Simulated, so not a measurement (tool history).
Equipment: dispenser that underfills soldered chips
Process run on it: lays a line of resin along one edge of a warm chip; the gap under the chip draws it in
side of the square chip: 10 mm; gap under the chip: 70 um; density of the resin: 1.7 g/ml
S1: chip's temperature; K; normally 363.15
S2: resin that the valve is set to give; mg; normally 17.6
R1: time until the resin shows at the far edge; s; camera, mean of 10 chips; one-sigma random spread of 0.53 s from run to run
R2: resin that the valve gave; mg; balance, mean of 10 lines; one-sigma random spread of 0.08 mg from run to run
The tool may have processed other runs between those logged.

run	hour	S1	S2	R1	R2
1	0	363.15	17.6	43.3	17.01
# hour 10.7: new syringe of resin
2	10.7	363.15	17.8	43.2	17.09
3	16.2	363.15	17.8	58.7	17.15
# hour 17.8: dispensing valve cleaned and set on the balance
# hour 22: new syringe of resin
4	29.7	363.15	17.6	67.2	17.63
# hour 33.2: new syringe of resin
5	41	363.15	20.7	66	20.29
# hour 44.2: new syringe of resin
6	48.1	363.15	20.7	53.9	20.38
# hour 55.3: new syringe of resin
7	59	363.15	20.7	53.1	20.36
# hour 66.2: new syringe of resin
8	71.4	363.15	20.7	58.2	20.18
# hour 76.5: new syringe of resin
9	81.2	363.15	22	55.9	21.37
# hour 86.8: new syringe of resin
10	88.2	363.15	19.2	46.3	18.64
# hour 98: new syringe of resin
11	98	363.15	19.2	43.6	18.52
# hour 104.8: dispensing valve cleaned and set on the balance
# hour 109.5: new syringe of resin
12	109.5	363.15	17.6	45	17.41
13	118.1	363.15	17.6	74.5	17.42
# hour 120.3: new syringe of resin
14	124.9	363.15	17.6	58.4	17.39
# hour 131: new syringe of resin
15	137.5	363.15	17.6	65.7	17.23
# hour 141.6: new syringe of resin
16	147.8	363.15	17.6	62.1	17.22
# hour 152: new syringe of resin
17	157.9	348.15	17.6	96.1	17.2
# hour 162.7: new syringe of resin
18	165.7	353.15	18.9	70.5	18.3
19	172	353.15	18.9	98.1	18.34
# hour 173.2: new syringe of resin
20	178	353.15	18.9	77.5	18.26
# hour 183.9: new syringe of resin
21	188.8	353.15	18.9	77.3	18.15
# hour 192.2: dispensing valve cleaned and set on the balance
# hour 195.6: new syringe of resin
22	199.3	360.15	18.2	58.8	18.16
23	204.9	360.15	18.2	80.5	18.19
# hour 205.9: new syringe of resin
24	213.3	349.15	22.8	97.5	22.6
# hour 216.4: new syringe of resin
25	218.9	372.15	15.6	42.1	15.36
26	224.3	368.15	21.7	60.1	21.37
# hour 227.6: new syringe of resin
27	234.5	368.15	21.7	58	21.34
# hour 238.3: new syringe of resin
28	245.9	358.15	20.7	75.2	20.08
# hour 248.7: new syringe of resin
29	254.1	359.15	15.2	71.3	14.82
# hour 259.6: new syringe of resin
30	262	354.15	15.9	66.9	15.41
# hour 270.1: new syringe of resin
31	270.1	354.15	16.3	59.4	15.7
# hour 279.5: dispensing valve cleaned and set on the balance
# hour 281.4: new syringe of resin
32	281.4	349.15	15.8	67.8	15.64
# hour 292: new syringe of resin
33	292.6	369.15	20.9	39.1	20.64

Here are 4 independent what-if runs from the current tool condition. What would each one return?
A	298	355.15	17.8	?	?
B	298	370.15	16.5	?	?
C	298	363.15	20.2	?	?
D	298	378.15	22.6	?	?

run	R1	R2
A	78.3	17.56
B	52.4	16.34
C	61.3	19.82
D	42.5	22.34
Without the tool's hidden state the same runs would have given:
run	R1	R2
A	54.8	17.8
B	36.6	16.57
C	42.9	20.09
D	29.9	22.65

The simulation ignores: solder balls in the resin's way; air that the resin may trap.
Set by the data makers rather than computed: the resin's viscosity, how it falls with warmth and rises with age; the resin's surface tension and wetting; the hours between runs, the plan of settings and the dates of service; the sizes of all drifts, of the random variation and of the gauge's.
